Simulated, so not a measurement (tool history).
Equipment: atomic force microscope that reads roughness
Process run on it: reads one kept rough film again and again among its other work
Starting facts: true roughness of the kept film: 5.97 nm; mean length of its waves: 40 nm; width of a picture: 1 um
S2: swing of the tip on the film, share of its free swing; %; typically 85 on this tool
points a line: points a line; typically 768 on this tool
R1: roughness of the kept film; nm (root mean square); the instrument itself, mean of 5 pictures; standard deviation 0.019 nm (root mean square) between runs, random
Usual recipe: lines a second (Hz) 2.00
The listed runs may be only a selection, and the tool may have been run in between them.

run 1 hour=0.0 | lines_a_second_(Hz)=2.00 S2=85 points_a_line=768 | R1=4.275
run 2 hour=25.8 | lines_a_second_(Hz)=2.00 S2=85 points_a_line=276 | R1=4.204
run 3 hour=44.6 | lines_a_second_(Hz)=2.00 S2=85 points_a_line=276 | R1=4.162
run 4 hour=65.3 | lines_a_second_(Hz)=2.00 S2=85 points_a_line=276 | R1=4.173
run 5 hour=96.1 | lines_a_second_(Hz)=2.00 S2=85 points_a_line=580 | R1=4.126
-- hour=124.2 new tip fitted
run 6 hour=128.1 | lines_a_second_(Hz)=2.00 S2=85 points_a_line=580 | R1=4.578
run 7 hour=173.5 | lines_a_second_(Hz)=2.00 S2=85 points_a_line=580 | R1=4.491
run 8 hour=214.1 | lines_a_second_(Hz)=2.00 S2=60 points_a_line=768 | R1=5.065
run 9 hour=236.5 | lines_a_second_(Hz)=2.00 S2=60 points_a_line=768 | R1=5.069
run 10 hour=262.4 | lines_a_second_(Hz)=2.00 S2=85 points_a_line=994 | R1=4.375
run 11 hour=284.1 | lines_a_second_(Hz)=2.00 S2=85 points_a_line=1008 | R1=4.337
run 12 hour=303.0 | lines_a_second_(Hz)=2.00 S2=85 points_a_line=514 | R1=4.326
run 13 hour=335.5 | lines_a_second_(Hz)=2.00 S2=85 points_a_line=514 | R1=4.246
run 14 hour=355.7 | lines_a_second_(Hz)=2.09 S2=85 points_a_line=768 | R1=4.166
run 15 hour=397.7 | lines_a_second_(Hz)=2.00 S2=85 points_a_line=768 | R1=4.169
run 16 hour=424.1 | lines_a_second_(Hz)=2.00 S2=85 points_a_line=768 | R1=4.149
run 17 hour=455.1 | lines_a_second_(Hz)=2.00 S2=85 points_a_line=768 | R1=4.088
-- hour=459.6 new tip fitted
run 18 hour=482.6 | lines_a_second_(Hz)=2.00 S2=85 points_a_line=768 | R1=4.594
run 19 hour=527.6 | lines_a_second_(Hz)=1.84 S2=85 points_a_line=768 | R1=4.571
run 20 hour=572.5 | lines_a_second_(Hz)=1.84 S2=85 points_a_line=768 | R1=4.516
run 21 hour=592.7 | lines_a_second_(Hz)=1.84 S2=85 points_a_line=768 | R1=4.424
run 22 hour=617.3 | lines_a_second_(Hz)=2.00 S2=73 points_a_line=768 | R1=4.753
run 23 hour=655.6 | lines_a_second_(Hz)=1.05 S2=85 points_a_line=768 | R1=4.662
run 24 hour=690.0 | lines_a_second_(Hz)=1.05 S2=85 points_a_line=768 | R1=4.614
run 25 hour=729.9 | lines_a_second_(Hz)=1.05 S2=56 points_a_line=768 | R1=4.950
run 26 hour=753.9 | lines_a_second_(Hz)=1.20 S2=78 points_a_line=768 | R1=4.610
run 27 hour=779.4 | lines_a_second_(Hz)=1.20 S2=78 points_a_line=768 | R1=4.565
-- hour=795.7 new tip fitted
run 28 hour=814.3 | lines_a_second_(Hz)=1.81 S2=83 points_a_line=712 | R1=4.808
run 29 hour=847.9 | lines_a_second_(Hz)=2.00 S2=76 points_a_line=420 | R1=4.826
run 30 hour=892.2 | lines_a_second_(Hz)=2.00 S2=76 points_a_line=420 | R1=4.801
run 31 hour=930.0 | lines_a_second_(Hz)=2.00 S2=76 points_a_line=420 | R1=4.706
run 32 hour=968.1 | lines_a_second_(Hz)=2.11 S2=76 points_a_line=314 | R1=4.625
run 33 hour=1006.7 | lines_a_second_(Hz)=2.11 S2=81 points_a_line=367 | R1=4.389
run 34 hour=1046.7 | lines_a_second_(Hz)=1.64 S2=85 points_a_line=270 | R1=4.353
run 35 hour=1068.6 | lines_a_second_(Hz)=1.04 S2=70 points_a_line=768 | R1=4.858
run 36 hour=1101.1 | lines_a_second_(Hz)=3.86 S2=70 points_a_line=459 | R1=4.276
-- hour=1133.0 new tip fitted
run 37 hour=1146.2 | lines_a_second_(Hz)=2.91 S2=62 points_a_line=768 | R1=5.152
run 38 hour=1177.7 | lines_a_second_(Hz)=2.00 S2=85 points_a_line=1016 | R1=4.597
run 39 hour=1204.2 | lines_a_second_(Hz)=2.00 S2=70 points_a_line=499 | R1=4.991
run 40 hour=1242.9 | lines_a_second_(Hz)=1.12 S2=77 points_a_line=768 | R1=5.013
run 41 hour=1284.2 | lines_a_second_(Hz)=1.12 S2=77 points_a_line=768 | R1=4.945
run 42 hour=1318.9 | lines_a_second_(Hz)=0.96 S2=60 points_a_line=768 | R1=5.122
run 43 hour=1337.9 | lines_a_second_(Hz)=2.02 S2=65 points_a_line=768 | R1=4.898
run 44 hour=1371.7 | lines_a_second_(Hz)=3.60 S2=86 points_a_line=573 | R1=3.700
run 45 hour=1390.5 | lines_a_second_(Hz)=1.00 S2=85 points_a_line=377 | R1=4.613
run 46 hour=1413.2 | lines_a_second_(Hz)=1.10 S2=80 points_a_line=328 | R1=4.653
run 47 hour=1448.7 | lines_a_second_(Hz)=1.10 S2=80 points_a_line=328 | R1=4.578
-- hour=1470.2 new tip fitted
-- hour=1481.3 height scale calibrated on a step standard
run 48 hour=1493.9 | lines_a_second_(Hz)=1.10 S2=80 points_a_line=328 | R1=5.028

Difference, measured minus no-hidden-state, one row per run. Run-to-run variation is common to both terms; the gauge's own scatter need not be:
Hidden conditions of the tool in this case: radius of the tip, nm; height scale over the true one, %; drift of the gauge itself on roughness_nm, %.
run=1 R1=-0.333
run=2 R1=-0.374
run=3 R1=-0.398
run=4 R1=-0.431
run=5 R1=-0.480
run=6 R1=-0.004
run=7 R1=-0.086
run=8 R1=-0.176
run=9 R1=-0.218
run=10 R1=-0.233
run=11 R1=-0.269
run=12 R1=-0.298
run=13 R1=-0.349
run=14 R1=-0.376
run=15 R1=-0.444
run=16 R1=-0.483
run=17 R1=-0.527
run=18 R1=-0.039
run=19 R1=-0.114
run=20 R1=-0.187
run=21 R1=-0.218
run=22 R1=-0.283
run=23 R1=-0.339
run=24 R1=-0.396
run=25 R1=-0.502
run=26 R1=-0.507
run=27 R1=-0.547
run=28 R1=+0.013
run=29 R1=-0.049
run=30 R1=-0.124
run=31 R1=-0.191
run=32 R1=-0.255
run=33 R1=-0.306
run=34 R1=-0.364
run=35 R1=-0.446
run=36 R1=-0.443
run=37 R1=+0.041
run=38 R1=-0.024
run=39 R1=-0.079
run=40 R1=-0.148
run=41 R1=-0.229
run=42 R1=-0.304
run=43 R1=-0.327
run=44 R1=-0.294
run=45 R1=-0.395
run=46 R1=-0.437
run=47 R1=-0.492
run=48 R1=-0.068

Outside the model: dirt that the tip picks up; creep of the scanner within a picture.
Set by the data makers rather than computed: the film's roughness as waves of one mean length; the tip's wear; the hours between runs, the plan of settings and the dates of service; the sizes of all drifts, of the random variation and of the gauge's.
